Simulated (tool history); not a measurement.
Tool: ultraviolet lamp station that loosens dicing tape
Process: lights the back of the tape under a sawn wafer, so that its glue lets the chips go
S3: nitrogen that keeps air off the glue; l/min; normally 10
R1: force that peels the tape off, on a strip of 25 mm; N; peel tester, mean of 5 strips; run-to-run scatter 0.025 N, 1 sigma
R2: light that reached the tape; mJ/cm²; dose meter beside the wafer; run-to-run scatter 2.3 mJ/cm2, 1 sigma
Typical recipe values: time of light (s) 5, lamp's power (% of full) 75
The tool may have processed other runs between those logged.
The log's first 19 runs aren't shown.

run 20 day=18.383 | time_of_light_(s)=5 lamp's_power_(%_of_full)=75 S3=10 | R1=1.591 R2=192
run 21 day=19.471 | time_of_light_(s)=5 lamp's_power_(%_of_full)=75 S3=10 | R1=1.612 R2=190
run 22 day=20.754 | time_of_light_(s)=5 lamp's_power_(%_of_full)=75 S3=10 | R1=1.663 R2=183
-- day=20.888 window cleaned of glue's vapour
run 23 day=21.683 | time_of_light_(s)=5 lamp's_power_(%_of_full)=75 S3=10 | R1=1.324 R2=209
run 24 day=22.988 | time_of_light_(s)=5 lamp's_power_(%_of_full)=78 S3=10 | R1=1.257 R2=215
run 25 day=23.742 | time_of_light_(s)=5 lamp's_power_(%_of_full)=61 S3=5 | R1=3.037 R2=169
run 26 day=24.283 | time_of_light_(s)=7 lamp's_power_(%_of_full)=61 S3=12 | R1=0.956 R2=230
run 27 day=25.233 | time_of_light_(s)=7 lamp's_power_(%_of_full)=61 S3=17 | R1=0.760 R2=226
run 28 day=26.508 | time_of_light_(s)=7 lamp's_power_(%_of_full)=61 S3=17 | R1=0.784 R2=226
run 29 day=27.046 | time_of_light_(s)=7 lamp's_power_(%_of_full)=61 S3=17 | R1=0.790 R2=222
run 30 day=27.762 | time_of_light_(s)=7 lamp's_power_(%_of_full)=69 S3=19 | R1=0.565 R2=254
run 31 day=28.558 | time_of_light_(s)=5 lamp's_power_(%_of_full)=72 S3=9 | R1=1.698 R2=186
run 32 day=29.500 | time_of_light_(s)=7 lamp's_power_(%_of_full)=73 S3=7 | R1=1.105 R2=264
run 33 day=30.392 | time_of_light_(s)=4 lamp's_power_(%_of_full)=67 S3=10 | R1=2.602 R2=136
run 34 day=31.521 | time_of_light_(s)=4 lamp's_power_(%_of_full)=67 S3=10 | R1=2.688 R2=136
run 35 day=32.817 | time_of_light_(s)=4 lamp's_power_(%_of_full)=67 S3=10 | R1=2.701 R2=136
run 36 day=33.788 | time_of_light_(s)=3 lamp's_power_(%_of_full)=67 S3=10 | R1=3.928 R2=103
run 37 day=34.583 | time_of_light_(s)=5 lamp's_power_(%_of_full)=78 S3=6 | R1=2.199 R2=196
run 38 day=35.858 | time_of_light_(s)=5 lamp's_power_(%_of_full)=78 S3=6 | R1=2.199 R2=190
run 39 day=36.692 | time_of_light_(s)=5 lamp's_power_(%_of_full)=78 S3=6 | R1=2.201 R2=190
run 40 day=37.688 | time_of_light_(s)=5 lamp's_power_(%_of_full)=78 S3=6 | R1=2.240 R2=188
run 41 day=38.371 | time_of_light_(s)=5 lamp's_power_(%_of_full)=78 S3=6 | R1=2.273 R2=185
run 42 day=39.054 | time_of_light_(s)=2 lamp's_power_(%_of_full)=94 S3=9 | R1=4.550 R2=90
run 43 day=39.708 | time_of_light_(s)=8 lamp's_power_(%_of_full)=75 S3=19 | R1=0.466 R2=285
run 44 day=40.712 | time_of_light_(s)=5 lamp's_power_(%_of_full)=65 S3=7 | R1=2.806 R2=156

Here are 3 independent what-if runs from the current tool condition. What would each one return?
run A day=41.267 | time_of_light_(s)=9 lamp's_power_(%_of_full)=71 S3=10 | R1=? R2=?
run B day=41.267 | time_of_light_(s)=9 lamp's_power_(%_of_full)=92 S3=10 | R1=? R2=?
run C day=41.267 | time_of_light_(s)=5 lamp's_power_(%_of_full)=77 S3=10 | R1=? R2=?

run=A R1=0.642 R2=300
run=B R1=0.391 R2=388
run=C R1=1.768 R2=180
Stripped of hidden state, with their random variation kept, the same runs would have yielded:
run=A R1=0.423 R2=369
run=B R1=0.295 R2=479
run=C R1=1.194 R2=223

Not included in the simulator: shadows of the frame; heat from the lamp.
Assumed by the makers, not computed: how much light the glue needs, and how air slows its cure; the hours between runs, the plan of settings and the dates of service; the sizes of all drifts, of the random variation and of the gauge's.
